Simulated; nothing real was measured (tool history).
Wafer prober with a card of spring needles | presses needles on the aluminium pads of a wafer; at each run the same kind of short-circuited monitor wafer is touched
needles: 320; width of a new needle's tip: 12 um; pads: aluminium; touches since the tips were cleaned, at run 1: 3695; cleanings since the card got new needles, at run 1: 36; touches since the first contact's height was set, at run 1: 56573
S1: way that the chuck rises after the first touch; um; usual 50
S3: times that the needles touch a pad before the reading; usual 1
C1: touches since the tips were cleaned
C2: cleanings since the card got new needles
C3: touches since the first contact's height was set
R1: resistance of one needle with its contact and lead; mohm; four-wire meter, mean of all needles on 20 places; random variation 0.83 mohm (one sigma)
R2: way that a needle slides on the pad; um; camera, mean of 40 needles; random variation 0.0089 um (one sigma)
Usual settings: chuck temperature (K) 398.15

run 1 hour=0.0 | S1=50 chuck_temperature_(K)=398.15 S3=1 | C1=3695 C2=36 C3=56573 | R1=218.1 R2=7.150
-- hour=6.4 tips cleaned on abrasive film
-- hour=21.4 tips cleaned on abrasive film
run 2 hour=23.4 | S1=50 chuck_temperature_(K)=398.15 S3=1 | C1=822 C2=38 C3=66375 | R1=212.7 R2=7.146
-- hour=36.7 tips cleaned on abrasive film
run 3 hour=40.5 | S1=50 chuck_temperature_(K)=353.15 S3=1 | C1=1607 C2=39 C3=73564 | R1=203.9 R2=7.124
-- hour=52.1 tips cleaned on abrasive film
run 4 hour=62.3 | S1=50 chuck_temperature_(K)=353.15 S3=1 | C1=4317 C2=40 C3=82736 | R1=209.8 R2=7.121
-- hour=66.6 tips cleaned on abrasive film
run 5 hour=79.0 | S1=50 chuck_temperature_(K)=353.15 S3=1 | C1=5217 C2=41 C3=89762 | R1=212.0 R2=7.102
-- hour=81.2 tips cleaned on abrasive film
run 6 hour=91.2 | S1=50 chuck_temperature_(K)=353.15 S3=1 | C1=4244 C2=42 C3=94888 | R1=209.8 R2=7.094
-- hour=94.7 tips cleaned on abrasive film, once more
run 7 hour=106.4 | S1=64 chuck_temperature_(K)=398.15 S3=1 | C1=4962 C2=43 C3=101275 | R1=218.3 R2=9.105
-- hour=111.0 tips cleaned on abrasive film
-- hour=126.4 tips cleaned on abrasive film
run 8 hour=132.9 | S1=64 chuck_temperature_(K)=398.15 S3=1 | C1=2739 C2=45 C3=112390 | R1=216.2 R2=9.122
-- hour=141.8 tips cleaned on abrasive film
run 9 hour=149.1 | S1=64 chuck_temperature_(K)=398.15 S3=1 | C1=3090 C2=46 C3=119223 | R1=215.8 R2=9.100
-- hour=157.5 tips cleaned on abrasive film
run 10 hour=167.7 | S1=69 chuck_temperature_(K)=398.15 S3=1 | C1=4330 C2=47 C3=127053 | R1=219.4 R2=9.816
-- hour=172.8 tips cleaned on abrasive film
run 11 hour=182.7 | S1=50 chuck_temperature_(K)=398.15 S3=1 | C1=4193 C2=48 C3=133324 | R1=218.0 R2=7.077
-- hour=189.5 tips cleaned on abrasive film
-- hour=204.9 tips cleaned on abrasive film
run 12 hour=211.2 | S1=50 chuck_temperature_(K)=320.15 S3=1 | C1=2677 C2=50 C3=145327 | R1=200.2 R2=7.042
-- hour=219.6 tips cleaned on abrasive film
run 13 hour=228.1 | S1=50 chuck_temperature_(K)=398.15 S3=1 | C1=3576 C2=51 C3=152397 | R1=216.1 R2=7.042
-- hour=234.1 tips cleaned on abrasive film
-- hour=249.6 tips cleaned on abrasive film
run 14 hour=253.2 | S1=50 chuck_temperature_(K)=398.15 S3=1 | C1=1537 C2=53 C3=162939 | R1=216.4 R2=7.028
-- hour=264.9 tips cleaned on abrasive film
run 15 hour=275.3 | S1=50 chuck_temperature_(K)=398.15 S3=1 | C1=4389 C2=54 C3=172253 | R1=218.4 R2=7.035
-- hour=279.7 tips cleaned on abrasive film
-- hour=296.0 tips cleaned on abrasive film
run 16 hour=296.0 | S1=46 chuck_temperature_(K)=388.15 S3=1 | C1=0 C2=56 C3=180899 | R1=206.4 R2=6.426
-- hour=312.2 tips cleaned on abrasive film
run 17 hour=312.7 | S1=55 chuck_temperature_(K)=309.15 S3=3 | C1=205 C2=57 C3=187940 | R1=187.3 R2=7.716
-- hour=327.7 tips cleaned on abrasive film
run 18 hour=340.6 | S1=37 chuck_temperature_(K)=309.15 S3=1 | C1=5449 C2=58 C3=199707 | R1=215.7 R2=5.118
-- hour=342.4 tips cleaned on abrasive film
-- hour=350.0 height of the first contact set anew
run 19 hour=352.9 | S1=37 chuck_temperature_(K)=394.15 S3=1 | C1=4310 C2=59 C3=1218 | R1=226.1 R2=5.330
-- hour=357.3 tips cleaned on abrasive film
run 20 hour=371.4 | S1=63 chuck_temperature_(K)=398.15 S3=1 | C1=5944 C2=60 C3=8989 | R1=220.2 R2=9.082
-- hour=372.8 tips cleaned on abrasive film
-- hour=388.5 tips cleaned on abrasive film
run 21 hour=399.8 | S1=48 chuck_temperature_(K)=336.15 S3=2 | C1=4790 C2=62 C3=20924 | R1=203.7 R2=6.908
-- hour=403.5 tips cleaned on abrasive film
-- hour=419.8 tips cleaned on abrasive film
run 22 hour=424.4 | S1=48 chuck_temperature_(K)=308.15 S3=1 | C1=1965 C2=64 C3=31256 | R1=197.3 R2=6.882
-- hour=434.5 tips cleaned on abrasive film
run 23 hour=439.9 | S1=35 chuck_temperature_(K)=398.15 S3=3 | C1=2251 C2=65 C3=37742 | R1=215.7 R2=5.019
-- hour=449.0 tips cleaned on abrasive film
run 24 hour=454.4 | S1=52 chuck_temperature_(K)=357.15 S3=1 | C1=2271 C2=66 C3=43834 | R1=208.2 R2=7.460
-- hour=464.4 tips cleaned on abrasive film
run 25 hour=476.4 | S1=45 chuck_temperature_(K)=398.15 S3=1 | C1=5109 C2=67 C3=53131 | R1=220.8 R2=6.441
-- hour=479.4 tips cleaned on abrasive film
run 26 hour=490.5 | S1=50 chuck_temperature_(K)=387.15 S3=1 | C1=4680 C2=68 C3=59038 | R1=217.5 R2=7.173
-- hour=495.2 tips cleaned on abrasive film
-- hour=511.9 tips cleaned on abrasive film
run 27 hour=512.8 | S1=50 chuck_temperature_(K)=387.15 S3=1 | C1=387 C2=70 C3=68374 | R1=207.6 R2=7.150
-- hour=526.4 tips cleaned on abrasive film
run 28 hour=538.1 | S1=65 chuck_temperature_(K)=304.15 S3=2 | C1=4980 C2=71 C3=79050 | R1=194.7 R2=9.303
-- hour=541.2 tips cleaned on abrasive film
-- hour=556.0 tips cleaned on abrasive film
run 29 hour=559.2 | S1=31 chuck_temperature_(K)=398.15 S3=1 | C1=1342 C2=73 C3=87871 | R1=225.4 R2=4.374
-- hour=571.6 tips cleaned on abrasive film
run 30 hour=584.6 | S1=31 chuck_temperature_(K)=398.15 S3=1 | C1=5521 C2=74 C3=98581 | R1=241.3 R2=4.387

The same runs without the tool's hidden state, with the same run-to-run variation:
The hidden state here: debris on the tips, nm; way that the needles fall short of the set height, um; tips' diameter, um; drift of the gauge itself on contact_mohm, %; drift of the gauge itself on scrub_um, %.
run=1 R1=207.3 R2=7.205
run=2 R1=209.1 R2=7.232
run=3 R1=198.1 R2=7.216
run=4 R1=198.2 R2=7.221
run=5 R1=199.2 R2=7.209
run=6 R1=198.2 R2=7.207
run=7 R1=207.3 R2=9.225
run=8 R1=208.4 R2=9.254
run=9 R1=207.5 R2=9.239
run=10 R1=208.7 R2=9.961
run=11 R1=207.3 R2=7.229
run=12 R1=191.0 R2=7.206
run=13 R1=206.4 R2=7.214
run=14 R1=209.9 R2=7.215
run=15 R1=206.7 R2=7.231
run=16 R1=205.3 R2=6.632
run=17 R1=186.9 R2=7.927
run=18 R1=191.2 R2=5.338
run=19 R1=208.4 R2=5.330
run=20 R1=208.4 R2=9.088
run=21 R1=196.1 R2=6.924
run=22 R1=189.3 R2=6.910
run=23 R1=209.7 R2=5.052
run=24 R1=200.2 R2=7.500
run=25 R1=208.0 R2=6.487
run=26 R1=206.0 R2=7.226
run=27 R1=205.5 R2=7.220
run=28 R1=188.6 R2=9.378
run=29 R1=212.7 R2=4.464
run=30 R1=212.2 R2=4.483
